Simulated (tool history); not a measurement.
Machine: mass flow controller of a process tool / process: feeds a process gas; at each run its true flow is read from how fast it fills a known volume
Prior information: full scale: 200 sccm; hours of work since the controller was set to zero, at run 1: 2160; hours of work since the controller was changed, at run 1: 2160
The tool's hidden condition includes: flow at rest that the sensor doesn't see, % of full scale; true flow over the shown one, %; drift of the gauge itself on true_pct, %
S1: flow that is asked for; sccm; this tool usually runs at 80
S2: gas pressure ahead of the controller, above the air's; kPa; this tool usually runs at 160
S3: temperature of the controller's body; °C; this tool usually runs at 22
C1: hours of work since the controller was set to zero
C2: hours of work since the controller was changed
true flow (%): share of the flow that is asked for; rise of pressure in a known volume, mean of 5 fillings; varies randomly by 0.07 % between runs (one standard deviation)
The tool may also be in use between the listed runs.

{"run": 1, "hour": 0.0, "S1": 80, "S2": 160, "S3": 22, "C1": 2160, "C2": 2160, "true flow (%)": 97.31}
{"run": 2, "hour": 64.7, "S1": 80, "S2": 160, "S3": 22, "C1": 2205, "C2": 2205, "true flow (%)": 97.26}
{"run": 3, "hour": 113.8, "S1": 80, "S2": 160, "S3": 22, "C1": 2240, "C2": 2240, "true flow (%)": 97.22}
{"run": 4, "hour": 193.2, "S1": 80, "S2": 160, "S3": 22, "C1": 2295, "C2": 2295, "true flow (%)": 97.16}
{"run": 5, "hour": 251.7, "S1": 80, "S2": 227, "S3": 22, "C1": 2336, "C2": 2336, "true flow (%)": 97.05}
{"run": 6, "hour": 296.6, "S1": 80, "S2": 192, "S3": 22, "C1": 2368, "C2": 2368, "true flow (%)": 97.15}
{"run": 7, "hour": 375.5, "S1": 80, "S2": 192, "S3": 22, "C1": 2423, "C2": 2423, "true flow (%)": 96.97}
{"run": 8, "hour": 439.8, "S1": 80, "S2": 192, "S3": 22, "C1": 2468, "C2": 2468, "true flow (%)": 97.14}
{"run": 9, "hour": 487.8, "S1": 80, "S2": 192, "S3": 22, "C1": 2502, "C2": 2502, "true flow (%)": 97.09}
{"run": 10, "hour": 540.7, "S1": 80, "S2": 192, "S3": 22, "C1": 2539, "C2": 2539, "true flow (%)": 97}
{"run": 11, "hour": 574.4, "S1": 80, "S2": 211, "S3": 22, "C1": 2563, "C2": 2563, "true flow (%)": 96.85}
{"run": 12, "hour": 619.8, "S1": 80, "S2": 211, "S3": 22, "C1": 2594, "C2": 2594, "true flow (%)": 96.95}
{"hour": 623.8, "done": "controller's zero set anew"}
{"run": 13, "hour": 676.0, "S1": 80, "S2": 211, "S3": 22, "C1": 37, "C2": 2634, "true flow (%)": 96.73}
{"run": 14, "hour": 721.7, "S1": 80, "S2": 211, "S3": 22, "C1": 69, "C2": 2666, "true flow (%)": 96.72}
{"hour": 769.0, "done": "controller's zero set anew, once more"}
{"run": 15, "hour": 804.9, "S1": 80, "S2": 211, "S3": 22, "C1": 25, "C2": 2724, "true flow (%)": 97.56}
{"run": 16, "hour": 843.9, "S1": 21, "S2": 249, "S3": 22, "C1": 53, "C2": 2751, "true flow (%)": 96.66}
{"run": 17, "hour": 905.8, "S1": 80, "S2": 170, "S3": 22, "C1": 96, "C2": 2794, "true flow (%)": 97.47}
{"run": 18, "hour": 970.0, "S1": 106, "S2": 170, "S3": 34, "C1": 141, "C2": 2839, "true flow (%)": 97.37}
{"run": 19, "hour": 1007.4, "S1": 106, "S2": 170, "S3": 34, "C1": 167, "C2": 2866, "true flow (%)": 97.31}
{"run": 20, "hour": 1069.7, "S1": 35, "S2": 231, "S3": 21, "C1": 211, "C2": 2909, "true flow (%)": 96.78}
{"run": 21, "hour": 1147.8, "S1": 35, "S2": 255, "S3": 21, "C1": 266, "C2": 2964, "true flow (%)": 96.73}
{"run": 22, "hour": 1226.2, "S1": 35, "S2": 255, "S3": 21, "C1": 321, "C2": 3019, "true flow (%)": 96.69}
{"run": 23, "hour": 1263.6, "S1": 23, "S2": 189, "S3": 28, "C1": 347, "C2": 3045, "true flow (%)": 96.17}
{"run": 24, "hour": 1303.3, "S1": 53, "S2": 238, "S3": 28, "C1": 375, "C2": 3073, "true flow (%)": 96.65}
{"run": 25, "hour": 1359.3, "S1": 80, "S2": 186, "S3": 27, "C1": 414, "C2": 3112, "true flow (%)": 97.22}
{"run": 26, "hour": 1428.0, "S1": 80, "S2": 186, "S3": 27, "C1": 462, "C2": 3161, "true flow (%)": 97.07}
{"run": 27, "hour": 1482.6, "S1": 80, "S2": 193, "S3": 32, "C1": 501, "C2": 3199, "true flow (%)": 96.94}
{"run": 28, "hour": 1537.5, "S1": 80, "S2": 185, "S3": 30, "C1": 539, "C2": 3237, "true flow (%)": 97.02}
{"run": 29, "hour": 1576.8, "S1": 184, "S2": 160, "S3": 21, "C1": 567, "C2": 3265, "true flow (%)": 98.72}
{"run": 30, "hour": 1620.2, "S1": 184, "S2": 160, "S3": 24, "C1": 597, "C2": 3295, "true flow (%)": 98.51}

Hidden state at the last listed run before each entry between runs and at the first one after, where it differs:
Logged between run 12 and run 13: controller's zero set anew (hour 623.8)
  flow at rest that the sensor doesn't see, % of full scale: -0.289 -> -0.351; true flow over the shown one, %: -0.97 -> -0.98
  what was measured, less what the result would be without the hidden state, true flow (%): -1.69 -> -1.86
Logged between run 14 and run 15: controller's zero set anew, once more (hour 769)
  flow at rest that the sensor doesn't see, % of full scale: -0.354 -> -0.01; true flow over the shown one, %: -1 -> -1.02
  what was measured, less what the result would be without the hidden state, true flow (%): -1.88 -> -1.05
